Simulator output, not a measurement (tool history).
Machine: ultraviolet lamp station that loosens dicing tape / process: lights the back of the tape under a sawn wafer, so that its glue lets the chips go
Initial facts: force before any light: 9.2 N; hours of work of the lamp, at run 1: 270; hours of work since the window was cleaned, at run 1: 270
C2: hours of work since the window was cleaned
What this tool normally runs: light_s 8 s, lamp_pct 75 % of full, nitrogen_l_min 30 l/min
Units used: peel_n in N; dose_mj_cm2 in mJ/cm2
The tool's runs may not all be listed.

run 1 hour=0.0 | light_s=8 lamp_pct=75 nitrogen_l_min=30 | hours_of_work_of_the_lamp=270 C2=270 | peel_n=0.530 dose_mj_cm2=494
run 2 hour=36.0 | light_s=8 lamp_pct=75 nitrogen_l_min=30 | hours_of_work_of_the_lamp=289 C2=289 | peel_n=0.522 dose_mj_cm2=494
run 3 hour=77.1 | light_s=8 lamp_pct=75 nitrogen_l_min=30 | hours_of_work_of_the_lamp=312 C2=312 | peel_n=0.518 dose_mj_cm2=487
run 4 hour=113.0 | light_s=8 lamp_pct=75 nitrogen_l_min=30 | hours_of_work_of_the_lamp=332 C2=332 | peel_n=0.537 dose_mj_cm2=497
run 5 hour=146.9 | light_s=8 lamp_pct=98 nitrogen_l_min=30 | hours_of_work_of_the_lamp=350 C2=350 | peel_n=0.311 dose_mj_cm2=647
run 6 hour=184.6 | light_s=5 lamp_pct=75 nitrogen_l_min=30 | hours_of_work_of_the_lamp=371 C2=371 | peel_n=1.326 dose_mj_cm2=307
run 7 hour=217.5 | light_s=8 lamp_pct=75 nitrogen_l_min=30 | hours_of_work_of_the_lamp=389 C2=389 | peel_n=0.497 dose_mj_cm2=495
run 8 hour=243.4 | light_s=8 lamp_pct=75 nitrogen_l_min=30 | hours_of_work_of_the_lamp=403 C2=403 | peel_n=0.505 dose_mj_cm2=490
run 9 hour=284.1 | light_s=8 lamp_pct=75 nitrogen_l_min=30 | hours_of_work_of_the_lamp=425 C2=425 | peel_n=0.521 dose_mj_cm2=495
run 10 hour=309.6 | light_s=8 lamp_pct=75 nitrogen_l_min=30 | hours_of_work_of_the_lamp=439 C2=439 | peel_n=0.532 dose_mj_cm2=495
run 11 hour=333.3 | light_s=8 lamp_pct=75 nitrogen_l_min=30 | hours_of_work_of_the_lamp=452 C2=452 | peel_n=0.500 dose_mj_cm2=490
run 12 hour=374.3 | light_s=8 lamp_pct=75 nitrogen_l_min=50 | hours_of_work_of_the_lamp=475 C2=475 | peel_n=0.417 dose_mj_cm2=490
run 13 hour=417.6 | light_s=8 lamp_pct=75 nitrogen_l_min=50 | hours_of_work_of_the_lamp=498 C2=498 | peel_n=0.394 dose_mj_cm2=491
run 14 hour=441.4 | light_s=8 lamp_pct=75 nitrogen_l_min=50 | hours_of_work_of_the_lamp=511 C2=511 | peel_n=0.396 dose_mj_cm2=498
run 15 hour=470.4 | light_s=8 lamp_pct=75 nitrogen_l_min=30 | hours_of_work_of_the_lamp=527 C2=527 | peel_n=0.524 dose_mj_cm2=490
run 16 hour=503.6 | light_s=8 lamp_pct=75 nitrogen_l_min=30 | hours_of_work_of_the_lamp=545 C2=545 | peel_n=0.511 dose_mj_cm2=492
run 17 hour=526.1 | light_s=8 lamp_pct=75 nitrogen_l_min=11 | hours_of_work_of_the_lamp=558 C2=558 | peel_n=1.074 dose_mj_cm2=492
run 18 hour=555.4 | light_s=8 lamp_pct=75 nitrogen_l_min=11 | hours_of_work_of_the_lamp=574 C2=574 | peel_n=1.048 dose_mj_cm2=496
-- hour=590.0 window cleaned of glue's vapour
run 19 hour=599.7 | light_s=8 lamp_pct=75 nitrogen_l_min=9 | hours_of_work_of_the_lamp=598 C2=5 | peel_n=1.203 dose_mj_cm2=494
run 20 hour=634.4 | light_s=6 lamp_pct=64 nitrogen_l_min=30 | hours_of_work_of_the_lamp=617 C2=24 | peel_n=1.279 dose_mj_cm2=315
-- hour=640.0 lamp changed
run 21 hour=679.4 | light_s=14 lamp_pct=75 nitrogen_l_min=14 | hours_of_work_of_the_lamp=22 C2=48 | peel_n=0.282 dose_mj_cm2=858
run 22 hour=701.3 | light_s=4 lamp_pct=75 nitrogen_l_min=35 | hours_of_work_of_the_lamp=34 C2=60 | peel_n=1.747 dose_mj_cm2=245
run 23 hour=731.9 | light_s=8 lamp_pct=88 nitrogen_l_min=10 | hours_of_work_of_the_lamp=50 C2=77 | peel_n=0.829 dose_mj_cm2=578
run 24 hour=759.8 | light_s=8 lamp_pct=77 nitrogen_l_min=30 | hours_of_work_of_the_lamp=66 C2=92 | peel_n=0.468 dose_mj_cm2=507
run 25 hour=800.9 | light_s=5 lamp_pct=97 nitrogen_l_min=21 | hours_of_work_of_the_lamp=88 C2=115 | peel_n=1.067 dose_mj_cm2=402
run 26 hour=818.8 | light_s=5 lamp_pct=97 nitrogen_l_min=21 | hours_of_work_of_the_lamp=98 C2=125 | peel_n=1.036 dose_mj_cm2=398
run 27 hour=862.0 | light_s=8 lamp_pct=76 nitrogen_l_min=12 | hours_of_work_of_the_lamp=121 C2=148 | peel_n=0.951 dose_mj_cm2=505
run 28 hour=888.7 | light_s=8 lamp_pct=76 nitrogen_l_min=12 | hours_of_work_of_the_lamp=136 C2=163 | peel_n=0.965 dose_mj_cm2=497
run 29 hour=927.8 | light_s=5 lamp_pct=75 nitrogen_l_min=18 | hours_of_work_of_the_lamp=157 C2=184 | peel_n=1.818 dose_mj_cm2=311
run 30 hour=961.8 | light_s=5 lamp_pct=75 nitrogen_l_min=18 | hours_of_work_of_the_lamp=176 C2=203 | peel_n=1.756 dose_mj_cm2=310
run 31 hour=986.9 | light_s=5 lamp_pct=75 nitrogen_l_min=18 | hours_of_work_of_the_lamp=190 C2=217 | peel_n=1.785 dose_mj_cm2=310
run 32 hour=1023.7 | light_s=4 lamp_pct=76 nitrogen_l_min=48 | hours_of_work_of_the_lamp=210 C2=237 | peel_n=1.475 dose_mj_cm2=254
run 33 hour=1047.0 | light_s=8 lamp_pct=62 nitrogen_l_min=26 | hours_of_work_of_the_lamp=223 C2=249 | peel_n=0.837 dose_mj_cm2=409
run 34 hour=1080.6 | light_s=8 lamp_pct=62 nitrogen_l_min=26 | hours_of_work_of_the_lamp=241 C2=268 | peel_n=0.847 dose_mj_cm2=409
run 35 hour=1106.9 | light_s=5 lamp_pct=87 nitrogen_l_min=26 | hours_of_work_of_the_lamp=255 C2=282 | peel_n=1.109 dose_mj_cm2=360
run 36 hour=1145.6 | light_s=5 lamp_pct=87 nitrogen_l_min=26 | hours_of_work_of_the_lamp=277 C2=303 | peel_n=1.114 dose_mj_cm2=362
run 37 hour=1176.1 | light_s=9 lamp_pct=75 nitrogen_l_min=48 | hours_of_work_of_the_lamp=293 C2=320 | peel_n=0.312 dose_mj_cm2=553
run 38 hour=1215.8 | light_s=4 lamp_pct=75 nitrogen_l_min=31 | hours_of_work_of_the_lamp=315 C2=342 | peel_n=1.933 dose_mj_cm2=247

Across each entry between runs, compare the hidden state at the last listed run before it with the hidden state at the first listed run after it:
Between runs 18 and 19: window cleaned of glue's vapour (hour 590.0)
  light that the window lets through, % of a clean one's: 99.9 -> 100
Between runs 20 and 21: lamp changed (hour 640.0)
  lamp's light, % of a new lamp's: 99.7 -> 100
